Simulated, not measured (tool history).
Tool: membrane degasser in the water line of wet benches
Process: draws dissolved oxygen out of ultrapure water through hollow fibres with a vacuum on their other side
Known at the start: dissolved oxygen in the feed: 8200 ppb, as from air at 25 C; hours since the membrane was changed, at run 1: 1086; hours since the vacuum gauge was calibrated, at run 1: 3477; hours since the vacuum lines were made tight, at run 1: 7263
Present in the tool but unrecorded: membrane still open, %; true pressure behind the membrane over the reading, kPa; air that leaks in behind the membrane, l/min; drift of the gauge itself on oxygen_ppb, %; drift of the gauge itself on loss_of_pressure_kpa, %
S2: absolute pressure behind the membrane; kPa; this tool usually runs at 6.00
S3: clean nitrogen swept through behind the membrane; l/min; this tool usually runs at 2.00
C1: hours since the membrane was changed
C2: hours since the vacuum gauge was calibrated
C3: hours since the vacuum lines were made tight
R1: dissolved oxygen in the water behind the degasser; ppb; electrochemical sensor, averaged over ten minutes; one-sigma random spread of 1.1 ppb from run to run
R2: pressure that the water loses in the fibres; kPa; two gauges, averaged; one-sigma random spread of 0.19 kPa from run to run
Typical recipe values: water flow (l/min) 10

run 1 hour=0.0 | water_flow_(l/min)=10 S2=6.00 S3=2.00 | C1=1086 C2=3477 C3=7263 | R1=106.3 R2=39.10
run 2 hour=28.9 | water_flow_(l/min)=10 S2=6.00 S3=2.00 | C1=1115 C2=3506 C3=7292 | R1=107.4 R2=39.40
run 3 hour=57.0 | water_flow_(l/min)=10 S2=6.00 S3=2.00 | C1=1143 C2=3534 C3=7320 | R1=106.8 R2=39.27
run 4 hour=108.2 | water_flow_(l/min)=10 S2=6.00 S3=2.00 | C1=1194 C2=3585 C3=7371 | R1=107.8 R2=39.09
run 5 hour=166.1 | water_flow_(l/min)=10 S2=6.00 S3=2.00 | C1=1252 C2=3643 C3=7429 | R1=109.2 R2=39.10
run 6 hour=208.2 | water_flow_(l/min)=10 S2=6.00 S3=2.94 | C1=1294 C2=3685 C3=7471 | R1=97.3 R2=39.01
run 7 hour=243.6 | water_flow_(l/min)=10 S2=6.00 S3=2.94 | C1=1330 C2=3720 C3=7506 | R1=99.2 R2=39.49
run 8 hour=294.3 | water_flow_(l/min)=10 S2=10.95 S3=2.00 | C1=1380 C2=3771 C3=7557 | R1=171.3 R2=39.30
run 9 hour=362.3 | water_flow_(l/min)=10 S2=10.95 S3=2.00 | C1=1448 C2=3839 C3=7625 | R1=167.2 R2=38.88
run 10 hour=431.2 | water_flow_(l/min)=10 S2=6.00 S3=1.76 | C1=1517 C2=3908 C3=7694 | R1=113.8 R2=39.19
run 11 hour=470.0 | water_flow_(l/min)=10 S2=6.00 S3=2.00 | C1=1556 C2=3947 C3=7733 | R1=109.2 R2=39.33
run 12 hour=501.8 | water_flow_(l/min)=10 S2=8.27 S3=2.00 | C1=1588 C2=3979 C3=7765 | R1=137.7 R2=39.05
run 13 hour=556.7 | water_flow_(l/min)=10 S2=8.27 S3=2.00 | C1=1643 C2=4033 C3=7819 | R1=138.7 R2=39.37
run 14 hour=588.6 | water_flow_(l/min)=7 S2=14.30 S3=3.70 | C1=1675 C2=4065 C3=7851 | R1=76.5 R2=27.70
run 15 hour=619.9 | water_flow_(l/min)=8 S2=10.74 S3=3.90 | C1=1706 C2=4097 C3=7883 | R1=75.4 R2=31.58
run 16 hour=658.5 | water_flow_(l/min)=9 S2=10.74 S3=1.05 | C1=1745 C2=4135 C3=7921 | R1=213.2 R2=35.85
run 17 hour=713.3 | water_flow_(l/min)=9 S2=10.74 S3=1.05 | C1=1799 C2=4190 C3=7976 | R1=212.4 R2=35.40
run 18 hour=772.6 | water_flow_(l/min)=7 S2=5.30 S3=0.90 | C1=1859 C2=4249 C3=8035 | R1=67.1 R2=27.70
run 19 hour=825.1 | water_flow_(l/min)=13 S2=5.30 S3=0.90 | C1=1911 C2=4302 C3=8088 | R1=228.6 R2=51.17
run 20 hour=884.3 | water_flow_(l/min)=10 S2=5.20 S3=0.90 | C1=1970 C2=4361 C3=8147 | R1=130.7 R2=39.29
run 21 hour=919.5 | water_flow_(l/min)=10 S2=5.20 S3=0.90 | C1=2006 C2=4396 C3=8182 | R1=129.6 R2=39.26
run 22 hour=971.9 | water_flow_(l/min)=10 S2=5.20 S3=0.90 | C1=2058 C2=4449 C3=8235 | R1=131.8 R2=39.46
run 23 hour=1009.0 | water_flow_(l/min)=13 S2=6.00 S3=2.34 | C1=2095 C2=4486 C3=8272 | R1=195.5 R2=51.34
run 24 hour=1062.6 | water_flow_(l/min)=13 S2=5.06 S3=1.05 | C1=2149 C2=4539 C3=8325 | R1=210.0 R2=51.83
run 25 hour=1116.5 | water_flow_(l/min)=13 S2=5.06 S3=1.05 | C1=2203 C2=4593 C3=8379 | R1=212.4 R2=51.02
run 26 hour=1153.3 | water_flow_(l/min)=13 S2=9.26 S3=1.05 | C1=2239 C2=4630 C3=8416 | R1=332.3 R2=51.11

Had the tool no unlogged condition, and each run kept its random variation, what would the results have been?
run=1 R1=101.2 R2=38.80
run=2 R1=102.2 R2=39.09
run=3 R1=101.5 R2=38.95
run=4 R1=102.3 R2=38.76
run=5 R1=103.5 R2=38.75
run=6 R1=92.2 R2=38.64
run=7 R1=93.9 R2=39.11
run=8 R1=163.5 R2=38.91
run=9 R1=159.4 R2=38.47
run=10 R1=107.0 R2=38.76
run=11 R1=102.6 R2=38.89
run=12 R1=130.2 R2=38.60
run=13 R1=130.8 R2=38.90
run=14 R1=71.8 R2=27.36
run=15 R1=70.7 R2=31.19
run=16 R1=202.2 R2=35.40
run=17 R1=201.2 R2=34.94
run=18 R1=60.5 R2=27.32
run=19 R1=213.6 R2=50.45
run=20 R1=120.0 R2=38.72
run=21 R1=118.9 R2=38.69
run=22 R1=120.7 R2=38.87
run=23 R1=182.9 R2=50.56
run=24 R1=194.6 R2=51.01
run=25 R1=196.5 R2=50.19
run=26 R1=314.2 R2=50.26

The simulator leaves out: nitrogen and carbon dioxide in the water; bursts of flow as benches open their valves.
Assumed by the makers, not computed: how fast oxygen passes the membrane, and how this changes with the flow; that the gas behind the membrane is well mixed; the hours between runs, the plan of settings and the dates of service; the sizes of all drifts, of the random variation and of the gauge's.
